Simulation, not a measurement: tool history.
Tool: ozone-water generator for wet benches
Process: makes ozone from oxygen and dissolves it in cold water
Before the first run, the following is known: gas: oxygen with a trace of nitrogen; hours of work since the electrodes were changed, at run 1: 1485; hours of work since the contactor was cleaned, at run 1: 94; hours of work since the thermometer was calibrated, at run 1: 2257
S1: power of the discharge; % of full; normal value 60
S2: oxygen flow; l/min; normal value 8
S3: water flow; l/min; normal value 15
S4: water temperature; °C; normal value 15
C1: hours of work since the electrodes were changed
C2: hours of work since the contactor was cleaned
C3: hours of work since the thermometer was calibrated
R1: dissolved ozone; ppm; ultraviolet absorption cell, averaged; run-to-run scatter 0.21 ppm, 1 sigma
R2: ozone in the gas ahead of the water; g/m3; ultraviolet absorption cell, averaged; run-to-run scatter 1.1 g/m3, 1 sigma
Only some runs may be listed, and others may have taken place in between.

| run | hour | S1 | S2 | S3 | S4 | C1 | C2 | C3 | R1 | R2 |
|---|---|---|---|---|---|---|---|---|---|---|
| 1 | 0 | 60 | 8 | 15 | 15 | 1485 | 94 | 2257 | 28.6 | 189.2 |
| 2 | 94.1 | 60 | 6.48 | 15 | 15 | 1545 | 155 | 2318 | 29 | 210.6 |
| 3 | 211.8 | 60 | 6.48 | 15 | 15 | 1621 | 231 | 2393 | 28.9 | 208.1 |
| 4 | 323.4 | 60 | 8 | 15 | 9 | 1693 | 303 | 2465 | 31.8 | 189.8 |
| 5 | 469.9 | 60 | 8 | 15 | 9 | 1787 | 397 | 2560 | 32.1 | 186.3 |
| 6 | 624.4 | 60 | 8 | 15 | 9 | 1886 | 496 | 2659 | 31.6 | 184.9 |
| 7 | 799.5 | 60 | 8 | 15 | 9 | 1999 | 609 | 2772 | 31.3 | 185 |
| 8 | 917.7 | 60 | 8 | 15 | 9 | 2075 | 685 | 2848 | 30.8 | 185.2 |
| 9 | 1027.1 | 60 | 8 | 15 | 15 | 2146 | 755 | 2918 | 27.8 | 185.3 |
| 10 | 1159.5 | 60 | 8 | 15 | 7 | 2231 | 841 | 3004 | 31.7 | 183.7 |
| 11 | 1294.4 | 60 | 8 | 15 | 7 | 2318 | 928 | 3090 | 31.7 | 184.1 |
| 12 | 1446 | 82 | 8 | 15 | 15 | 2415 | 1025 | 3188 | 32.9 | 221.2 |
| 13 | 1606 | 60 | 8 | 10 | 15 | 2518 | 1128 | 3291 | 33.4 | 184.3 |
| 14 | 1734.8 | 60 | 8 | 10 | 15 | 2601 | 1211 | 3374 | 33.1 | 182.4 |
| 15 | 1904.5 | 60 | 8 | 15 | 15 | 2711 | 1320 | 3483 | 26.7 | 179.8 |
| 16 | 2042.2 | 60 | 8 | 15 | 15 | 2799 | 1409 | 3572 | 26.8 | 181.7 |
|  | 2056.4 | water thermometer calibrated |
| 17 | 2134.9 | 60 | 8 | 15 | 15 | 2859 | 1468 | 51 | 26.6 | 180 |
| 18 | 2224.6 | 60 | 8 | 14 | 15 | 2916 | 1526 | 108 | 27.1 | 180.9 |
| 19 | 2350.8 | 60 | 10.23 | 21 | 15 | 2998 | 1607 | 190 | 20.9 | 158.7 |
| 20 | 2480.8 | 60 | 10.23 | 21 | 15 | 3081 | 1691 | 273 | 21 | 157.1 |
| 21 | 2637.4 | 60 | 5.86 | 15 | 9 | 3182 | 1792 | 374 | 29.3 | 206.5 |

Forecast run 22:
| 22 | 2799.1 | 81 | 7.71 | 17 | 9 | 3286 | 1896 | 478 | ? | ? |

Run 22 gave R1 31.8 ppm, R2 215.3 g/m3.
Without the tool's hidden state the same run would have given R1 38.6 ppm, R2 250.7 g/m3.

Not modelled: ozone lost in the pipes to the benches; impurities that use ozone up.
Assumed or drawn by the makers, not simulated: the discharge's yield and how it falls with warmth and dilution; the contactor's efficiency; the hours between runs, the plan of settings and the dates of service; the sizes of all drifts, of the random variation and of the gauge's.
